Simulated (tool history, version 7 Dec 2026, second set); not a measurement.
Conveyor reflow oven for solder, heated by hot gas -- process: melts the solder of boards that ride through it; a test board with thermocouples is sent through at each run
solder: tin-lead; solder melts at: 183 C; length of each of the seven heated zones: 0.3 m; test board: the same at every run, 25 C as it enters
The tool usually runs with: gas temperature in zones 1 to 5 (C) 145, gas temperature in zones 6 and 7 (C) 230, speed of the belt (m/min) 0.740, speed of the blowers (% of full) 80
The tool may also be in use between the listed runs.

| run | hour | gas temperature in zones 1 to 5 (C) | gas temperature in zones 6 and 7 (C) | speed of the belt (m/min) | speed of the blowers (% of full) | highest temperature of the board (C) | time above the solder's melting point (s) |
|---|---|---|---|---|---|---|---|
| 1 | 0.0 | 145 | 230 | 0.740 | 80 | 209.3 | 32.7 |
| 2 | 4.5 | 145 | 230 | 0.740 | 80 | 209.2 | 33.1 |
| 3 | 13.4 | 145 | 221 | 0.740 | 80 | 202.1 | 27.7 |
| 4 | 22.6 | 156 | 230 | 0.740 | 80 | 211.5 | 37.5 |
| 5 | 27.7 | 145 | 230 | 0.740 | 84 | 209.3 | 33.6 |
| 6 | 33.8 | 145 | 230 | 0.740 | 84 | 210.6 | 33.4 |
| 7 | 38.5 | 145 | 230 | 0.734 | 69 | 207.3 | 30.4 |
| 8 | 44.5 | 149 | 241 | 0.740 | 63 | 214.1 | 35.5 |
|  | 49.0 | belt drive overhauled, speed set with a stopwatch |
| 9 | 54.4 | 133 | 230 | 0.721 | 76 | 206.0 | 28.4 |
| 10 | 58.7 | 149 | 230 | 0.732 | 80 | 210.4 | 35.0 |
| 11 | 64.0 | 149 | 235 | 0.758 | 73 | 211.4 | 33.9 |

What if the next run were any one of these 5? Each begins from the tool's condition after run 11:
|  | 73.8 | flux residue cleaned out of gas plates and filters |
| A | 75.6 | 149 | 233 | 0.758 | 86 | ? | ? |
|  | 73.8 | flux residue cleaned out of gas plates and filters |
| B | 75.6 | 149 | 222 | 0.758 | 73 | ? | ? |
|  | 73.8 | flux residue cleaned out of gas plates and filters |
| C | 75.6 | 149 | 235 | 0.740 | 73 | ? | ? |
|  | 73.8 | flux residue cleaned out of gas plates and filters |
| D | 75.6 | 149 | 235 | 0.697 | 56 | ? | ? |
|  | 73.8 | flux residue cleaned out of gas plates and filters |
| E | 75.6 | 151 | 235 | 0.758 | 88 | ? | ? |

| run | highest temperature of the board (C) | time above the solder's melting point (s) |
|---|---|---|
| A | 216.0 | 36.9 |
| B | 204.1 | 29.3 |
| C | 214.4 | 37.2 |
| D | 211.1 | 36.5 |
| E | 217.8 | 39.0 |
Had the tool no hidden state, the same runs would have come out as:
| run | highest temperature of the board (C) | time above the solder's melting point (s) |
|---|---|---|
| A | 216.1 | 36.7 |
| B | 204.2 | 29.2 |
| C | 214.5 | 37.0 |
| D | 211.1 | 36.2 |
| E | 217.9 | 38.8 |
